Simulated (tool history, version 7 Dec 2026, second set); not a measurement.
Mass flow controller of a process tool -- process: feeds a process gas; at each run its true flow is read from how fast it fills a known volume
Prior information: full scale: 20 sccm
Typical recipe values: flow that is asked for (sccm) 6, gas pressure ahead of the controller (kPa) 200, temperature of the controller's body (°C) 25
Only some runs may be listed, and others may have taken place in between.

run     hour  flow that is asked for (sccm)  gas pressure ahead of the controller (kPa)  temperature of the controller's body (°C)  true flow (%)
  1        0                              6                                         200                                         25          99.85
  2      453                              2                                         200                                         25         101.37
  3    730.1                              2                                         200                                         25         101.76
  4   1139.2                             11                                         200                                         25          99.63
  5   1434.3                             11                                         200                                         25          99.76
  6   1805.8                             11                                         200                                         25          99.59
  7     2271                              6                                         200                                         25         100.23
  8     2583                              6                                         200                                         25         100.17
  9   2982.5                              6                                         183                                         25         100.31
 10   3329.9                              6                                         183                                         25         100.44
 11     3757                              6                                         183                                         25         100.48
 12     3973                              6                                         183                                         32         100.22
 13   4407.5                              6                                         200                                         25         100.47
 14     4715                              6                                         200                                         25         100.52
 15   5095.8                              6                                         200                                         40          99.85
      5131.2  -- controller's zero set anew
 16     5298                              6                                         200                                         25          97.74
 17   5541.9                              6                                         200                                         25          97.84
 18   5951.5                              6                                         200                                         25          97.84
 19   6206.9                              6                                         153                                         25          98.08
 20   6438.7                              6                                         153                                         25          98.05
 21   6724.6                              6                                         200                                         25          97.93
 22   7057.5                              6                                         200                                         25          97.94
 23   7300.3                              6                                         200                                         25          97.97
 24   7603.4                             14                                         181                                         22          97.88
 25   7820.7                              6                                         168                                         25          98.22
 26   8167.9                              6                                         168                                         25          98.25
 27   8547.9                              8                                         153                                         23          98.25
 28   8798.6                             10                                         152                                         25          97.99
 29   9121.1                             10                                         152                                         25          97.85
 30   9448.4                             10                                         152                                         25          97.82
 31   9867.7                             13                                         159                                         29          97.45
 32  10204.1                             13                                         159                                         27          97.54
     10552.5  -- controller exchanged for a calibrated one
 33  10565.9                             13                                         159                                         27         100.04
 34  10958.3                              6                                         200                                         30          99.47
 35    11359                              6                                         200                                         30          99.49
 36  11670.7                              6                                         203                                         23          99.88
 37  11995.6                              6                                         203                                         23          99.83
 38  12243.1                              5                                         206                                         25          99.98
 39  12468.2                             10                                         200                                         31          99.55
 40  12848.9                              3                                         220                                         21         100.99
 41  13229.7                              3                                         220                                         21         101.21
 42  13506.6                              3                                         220                                         21          101.5
 43  13796.1                              3                                         220                                         21         101.63
 44  14205.9                              3                                         220                                         21         101.84
 45  14424.2                              3                                         220                                         21         101.91
 46    14694                             18                                         274                                         24          99.09

Alternative continuations, all from the tool just after run 46; predict every row:
  A  15063.2                              4                                         202                                         39              ?
  B  15063.2                              8                                         146                                         30              ?
  C  15063.2                             18                                         239                                         24              ?
  D  15063.2                             18                                         274                                         22              ?
  E  15063.2                             18                                         165                                         36              ?

run  true flow (%)
  A         100.83
  B            100
  C          99.18
  D          99.19
  E          99.11
Stripped of hidden state, with their random variation kept, the same runs would have yielded:
run  true flow (%)
  A          98.99
  B          99.72
  C          99.76
  D          99.77
  E          99.69
